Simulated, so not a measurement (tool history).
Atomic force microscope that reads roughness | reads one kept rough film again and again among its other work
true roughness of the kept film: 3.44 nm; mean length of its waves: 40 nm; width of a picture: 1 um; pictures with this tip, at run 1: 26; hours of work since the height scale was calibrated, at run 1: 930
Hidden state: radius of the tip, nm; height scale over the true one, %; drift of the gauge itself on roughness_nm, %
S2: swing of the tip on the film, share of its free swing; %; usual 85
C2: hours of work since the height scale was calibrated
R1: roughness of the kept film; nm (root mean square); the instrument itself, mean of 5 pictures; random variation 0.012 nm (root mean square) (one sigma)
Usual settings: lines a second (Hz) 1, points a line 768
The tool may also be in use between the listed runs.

Run 1, day 0: usual settings; pictures with this tip 26; C2 930. Result: R1 2.776 nm (root mean square).
Run 2, day 0.988: usual settings; pictures with this tip 55; C2 946. Result: R1 2.683 nm (root mean square).
Run 3, day 2.562: usual settings; pictures with this tip 101; C2 972. Result: R1 2.594 nm (root mean square).
Run 4, day 3.292: usual settings; pictures with this tip 122; C2 984. Result: R1 2.525 nm (root mean square).
Run 5, day 4.346: usual settings; pictures with this tip 153; C2 1001. Result: R1 2.46 nm (root mean square).
At day 5.254: new tip fitted.
Run 6, day 5.288: usual settings but lines a second (Hz) 3.09; pictures with this tip 1; C2 1016. Result: R1 2.29 nm (root mean square).
Run 7, day 6.958: usual settings but lines a second (Hz) 3.09; pictures with this tip 50; C2 1044. Result: R1 2.169 nm (root mean square).
Run 8, day 8.058: usual settings but lines a second (Hz) 0.91; pictures with this tip 82; C2 1062. Result: R1 2.647 nm (root mean square).
Run 9, day 9.421: usual settings but lines a second (Hz) 0.91; pictures with this tip 121; C2 1084. Result: R1 2.542 nm (root mean square).
Run 10, day 10.371: usual settings but S2 82 %; pictures with this tip 149; C2 1099. Result: R1 2.487 nm (root mean square).
Run 11, day 11.233: usual settings but S2 81 %; pictures with this tip 174; C2 1114. Result: R1 2.448 nm (root mean square).
At day 11.438: new tip fitted.
Run 12, day 11.938: usual settings but S2 81 %; pictures with this tip 14; C2 1125. Result: R1 2.876 nm (root mean square).
Run 13, day 13.017: usual settings but S2 81 %; pictures with this tip 46; C2 1142. Result: R1 2.763 nm (root mean square).
Run 14, day 14.079: usual settings but S2 81 %; pictures with this tip 77; C2 1160. Result: R1 2.686 nm (root mean square).
Run 15, day 15.196: usual settings but S2 81 %; pictures with this tip 109; C2 1178. Result: R1 2.64 nm (root mean square).
Run 16, day 16.462: usual settings but S2 81 %; pictures with this tip 146; C2 1199. Result: R1 2.535 nm (root mean square).
Run 17, day 17.321: usual settings but S2 81 %; pictures with this tip 171; C2 1213. Result: R1 2.454 nm (root mean square).
At day 17.529: new tip fitted.
Run 18, day 18.129: usual settings but S2 81 %; pictures with this tip 17; C2 1226. Result: R1 2.843 nm (root mean square).
Run 19, day 19.054: usual settings but S2 81 %; pictures with this tip 44; C2 1241. Result: R1 2.805 nm (root mean square).
Run 20, day 20.458: usual settings but S2 65 %; pictures with this tip 85; C2 1264. Result: R1 2.85 nm (root mean square).
Run 21, day 21.733: usual settings but lines a second (Hz) 1.34; pictures with this tip 122; C2 1285. Result: R1 2.445 nm (root mean square).
Run 22, day 23.338: usual settings; pictures with this tip 169; C2 1311. Result: R1 2.449 nm (root mean square).
At day 23.654: new tip fitted.
Run 23, day 24.362: usual settings but S2 62 %; pictures with this tip 21; C2 1327. Result: R1 3.047 nm (root mean square).
Run 24, day 25.054: usual settings but S2 62 %; pictures with this tip 41; C2 1339. Result: R1 2.963 nm (root mean square).
Run 25, day 25.958: usual settings but points a line 443; pictures with this tip 67; C2 1354. Result: R1 2.649 nm (root mean square).
Run 26, day 26.65: usual settings but points a line 443; pictures with this tip 87; C2 1365. Result: R1 2.601 nm (root mean square).
Run 27, day 27.558: usual settings but lines a second (Hz) 0.69, S2 83 %, points a line 921; pictures with this tip 114; C2 1380. Result: R1 2.661 nm (root mean square).
Run 28, day 29.158: usual settings but lines a second (Hz) 0.69, S2 83 %, points a line 921; pictures with this tip 160; C2 1406. Result: R1 2.562 nm (root mean square).

Forecast run 29:
At day 29.771: new tip fitted.
Run 29, day 30.05: usual settings but lines a second (Hz) 2.42, S2 62 %; pictures with this tip 8; C2 1420. Result: R1 ?.

{"run 29": {"R1": 2.905}}
Without the tool's hidden state the same run would have given R1 2.959 nm (root mean square).
